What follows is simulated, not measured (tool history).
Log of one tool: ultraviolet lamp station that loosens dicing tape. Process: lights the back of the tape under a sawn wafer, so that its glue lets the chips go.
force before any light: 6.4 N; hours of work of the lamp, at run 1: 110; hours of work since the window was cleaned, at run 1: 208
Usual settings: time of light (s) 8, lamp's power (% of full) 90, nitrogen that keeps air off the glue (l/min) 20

run   hour  time of light (s)  lamp's power (% of full)  nitrogen that keeps air off the glue (l/min)  hours of work of the lamp  hours of work since the window was cleaned  force that peels the tape off (N)  light that reached the tape (J/m2)
  1      0                  8                        90                                            20                        110                                         208                              0.265                                2950
  2   11.6                  8                        90                                            20                        115                                         212                              0.255                                2940
  3   21.2                  8                        90                                            20                        119                                         216                              0.268                                2930
  4   32.1                  8                        90                                            20                        124                                         221                              0.279                                2930
  5   43.7                  4                        90                                            20                        128                                         225                              1.217                                1490
  6     54                  4                        90                                            20                        133                                         230                              1.162                                1460
  7   66.3                  4                        90                                            20                        138                                         235                              1.191                                1520
  8   74.1                  4                        90                                            33                        141                                         238                              0.889                                1440
  9   84.1                  4                        90                                            33                        145                                         242                              0.896                                1410
 10   98.6                  8                        90                                            27                        151                                         248                              0.229                                2900
 11  110.9                  6                        90                                            27                        156                                         253                              0.451                                2150
 12  125.6                  6                        90                                            27                        162                                         259                              0.452                                2100
 13  138.6                 11                        90                                            20                        167                                         264                              0.167                                3880
 14  151.1                  8                        90                                            20                        172                                         270                              0.314                                2770
 15  163.7                  8                        69                                            20                        178                                         275                              0.576                                2120
     165.3  -- window cleaned of glue's vapour
 16  173.7                 13                        62                                            10                        181                                           3                              0.489                                3030
 17  182.1                  5                        77                                            27                        185                                           7                              1.078                                1460
 18  192.9                 15                        82                                            20                        189                                          11                              0.118                                4580
       199  -- window cleaned of glue's vapour, once more
 19  209.2                  6                        90                                            20                        196                                           4                              0.507                                2250
 20  217.8                  6                        80                                            36                        199                                           8                               0.43                                2010
 21  225.1                  6                        80                                            36                        202                                          11                              0.431                                1960
 22  233.2                  6                        80                                            36                        206                                          14                               0.45                                2020
 23  244.8                  6                        61                                            25                        210                                          19                              1.001                                1500
 24  257.9                  8                        90                                            33                        216                                          24                              0.191                                2930
 25  271.1                  8                        90                                            33                        221                                          30                              0.177                                2900
 26  280.5                  5                        64                                            13                        225                                          33                               1.84                                1290
 27  293.9                 13                        77                                            13                        231                                          39                              0.193                                4020
 28  305.8                 13                        77                                            13                        235                                          44                              0.196                                4030
 29  312.5                 15                        87                                            31                        238                                          47                              0.096                                5220

Hidden state or all else? Some run-to-run changes of force that peels the tape off (N), split into what the settings, what came in and random variation would give without the hidden state, and what is left for the hidden state (with any gauge scatter that isn't in both results):
The hidden state here: lamp's light, % of a new lamp's; light that the window lets through, % of a clean one's; drift of the gauge itself on peel_n, %; drift of the gauge itself on dose_mj_cm2, %.
Run 17 -> 18: time of light (s) 5 -> 15, lamp's power (% of full) 77 -> 82, nitrogen that keeps air off the glue (l/min) 27 -> 20. force that peels the tape off (N) -0.96: hidden state -0.382, all else -0.578.
Run 25 -> 26: time of light (s) 8 -> 5, lamp's power (% of full) 90 -> 64, nitrogen that keeps air off the glue (l/min) 33 -> 13. force that peels the tape off (N) +1.663: hidden state +0.311, all else +1.352.
Run 26 -> 27: time of light (s) 5 -> 13, lamp's power (% of full) 64 -> 77. force that peels the tape off (N) -1.647: hidden state -0.306, all else -1.341.

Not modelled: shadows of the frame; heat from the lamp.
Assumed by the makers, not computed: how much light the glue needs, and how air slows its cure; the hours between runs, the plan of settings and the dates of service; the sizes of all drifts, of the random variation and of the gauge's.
